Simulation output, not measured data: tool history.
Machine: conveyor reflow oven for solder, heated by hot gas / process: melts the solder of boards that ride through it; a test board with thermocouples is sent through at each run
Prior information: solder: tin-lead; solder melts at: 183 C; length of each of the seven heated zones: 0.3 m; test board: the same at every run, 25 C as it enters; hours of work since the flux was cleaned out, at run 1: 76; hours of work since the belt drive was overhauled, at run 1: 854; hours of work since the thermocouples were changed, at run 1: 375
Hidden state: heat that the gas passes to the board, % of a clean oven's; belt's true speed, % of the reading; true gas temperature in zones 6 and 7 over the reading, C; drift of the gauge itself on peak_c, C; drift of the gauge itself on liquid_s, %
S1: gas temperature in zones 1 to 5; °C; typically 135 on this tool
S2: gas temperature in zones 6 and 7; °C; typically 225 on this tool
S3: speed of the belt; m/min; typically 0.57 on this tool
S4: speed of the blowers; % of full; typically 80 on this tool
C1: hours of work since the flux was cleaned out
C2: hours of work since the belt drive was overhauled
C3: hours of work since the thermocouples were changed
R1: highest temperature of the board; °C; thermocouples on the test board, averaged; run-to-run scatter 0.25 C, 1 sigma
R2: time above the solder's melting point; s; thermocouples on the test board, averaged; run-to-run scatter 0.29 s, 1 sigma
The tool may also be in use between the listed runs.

run 1 day=0 | S1=135 S2=225 S3=0.57 S4=80 | C1=76 C2=854 C3=375 | R1=205.8 R2=37.9
run 2 day=1.521 | S1=135 S2=225 S3=0.57 S4=80 | C1=95 C2=873 C3=394 | R1=205.6 R2=37.4
run 3 day=3.688 | S1=135 S2=225 S3=0.57 S4=80 | C1=123 C2=901 C3=421 | R1=205.6 R2=37.3
run 4 day=4.971 | S1=135 S2=232 S3=0.57 S4=80 | C1=139 C2=917 C3=437 | R1=210.9 R2=41.6
run 5 day=6.733 | S1=135 S2=232 S3=0.57 S4=80 | C1=161 C2=939 C3=459 | R1=211.1 R2=41.9
run 6 day=8.654 | S1=135 S2=232 S3=0.57 S4=80 | C1=185 C2=963 C3=484 | R1=210.7 R2=41.9
run 7 day=10.079 | S1=135 S2=225 S3=0.57 S4=80 | C1=203 C2=981 C3=502 | R1=205.3 R2=37.1
run 8 day=12.25 | S1=143 S2=225 S3=0.57 S4=80 | C1=231 C2=1009 C3=529 | R1=206.7 R2=40.5
run 9 day=14.367 | S1=135 S2=225 S3=0.57 S4=80 | C1=257 C2=1036 C3=556 | R1=204.6 R2=36.3
-- day=14.762 flux residue cleaned out of gas plates and filters
run 10 day=15.646 | S1=135 S2=225 S3=0.57 S4=80 | C1=11 C2=1049 C3=569 | R1=203.6 R2=35.1
run 11 day=17.517 | S1=135 S2=236 S3=0.57 S4=80 | C1=35 C2=1073 C3=593 | R1=212.5 R2=42.8
run 12 day=18.567 | S1=135 S2=225 S3=0.57 S4=80 | C1=48 C2=1086 C3=606 | R1=203.2 R2=35.3
run 13 day=20.692 | S1=135 S2=225 S3=0.57 S4=80 | C1=75 C2=1113 C3=633 | R1=203 R2=34.9
run 14 day=22.417 | S1=135 S2=225 S3=0.57 S4=80 | C1=96 C2=1134 C3=655 | R1=203.1 R2=33.7
run 15 day=23.467 | S1=135 S2=225 S3=0.578 S4=80 | C1=110 C2=1148 C3=668 | R1=202.1 R2=33
run 16 day=25.158 | S1=144 S2=235 S3=0.508 S4=80 | C1=131 C2=1169 C3=689 | R1=217 R2=55.7
-- day=25.929 flux residue cleaned out of gas plates and filters, once more
run 17 day=26.788 | S1=144 S2=235 S3=0.508 S4=80 | C1=11 C2=1187 C3=707 | R1=220 R2=57.8
run 18 day=28.925 | S1=144 S2=235 S3=0.508 S4=80 | C1=38 C2=1214 C3=734 | R1=219.1 R2=58.4
run 19 day=30.229 | S1=124 S2=214 S3=0.508 S4=80 | C1=54 C2=1230 C3=751 | R1=197.7 R2=31.7
run 20 day=32.046 | S1=124 S2=214 S3=0.508 S4=80 | C1=77 C2=1253 C3=773 | R1=197.8 R2=30.7
run 21 day=33.429 | S1=124 S2=214 S3=0.508 S4=80 | C1=95 C2=1271 C3=791 | R1=197.8 R2=31.4
run 22 day=34.629 | S1=135 S2=225 S3=0.655 S4=80 | C1=110 C2=1286 C3=806 | R1=200.2 R2=27.3
run 23 day=36.525 | S1=121 S2=221 S3=0.643 S4=51 | C1=134 C2=1310 C3=830 | R1=182.1 R2=0.1
-- day=38.846 belt drive overhauled, speed set with a stopwatch
run 24 day=38.846 | S1=144 S2=240 S3=0.603 S4=72 | C1=161 C2=0 C3=857 | R1=213.8 R2=43.3
run 25 day=41.046 | S1=135 S2=233 S3=0.542 S4=80 | C1=189 C2=28 C3=885 | R1=212.7 R2=45.5
-- day=41.933 thermocouples of zones 6 and 7 changed
run 26 day=43.15 | S1=149 S2=214 S3=0.531 S4=82 | C1=214 C2=53 C3=15 | R1=201.1 R2=41.1
run 27 day=44.65 | S1=149 S2=214 S3=0.531 S4=82 | C1=233 C2=72 C3=34 | R1=201.8 R2=41.2
run 28 day=46.296 | S1=149 S2=230 S3=0.51 S4=82 | C1=254 C2=93 C3=55 | R1=215.9 R2=55.7
run 29 day=48.171 | S1=149 S2=230 S3=0.51 S4=82 | C1=277 C2=117 C3=79 | R1=215.5 R2=55.5
run 30 day=49.433 | S1=135 S2=225 S3=0.624 S4=81 | C1=293 C2=133 C3=95 | R1=201.7 R2=29.3

4 ways to go on from here, each from the tool as it stands after run 30. What would each give?
run A day=51.696 | S1=124 S2=224 S3=0.614 S4=81 | C1=322 C2=161 C3=123 | R1=? R2=?
run B day=51.696 | S1=135 S2=232 S3=0.55 S4=75 | C1=322 C2=161 C3=123 | R1=? R2=?
run C day=51.696 | S1=146 S2=225 S3=0.624 S4=60 | C1=322 C2=161 C3=123 | R1=? R2=?
run D day=51.696 | S1=135 S2=225 S3=0.57 S4=80 | C1=322 C2=161 C3=123 | R1=? R2=?

run=A R1=198.5 R2=23.9
run=B R1=209.7 R2=42.3
run=C R1=197.6 R2=26
run=D R1=204.8 R2=35.6
With the hidden condition removed and each run's random variation left untouched, the same runs would have given:
run=A R1=200.6 R2=26.3
run=B R1=211.4 R2=43.9
run=C R1=199.1 R2=28.1
run=D R1=206.5 R2=37.5
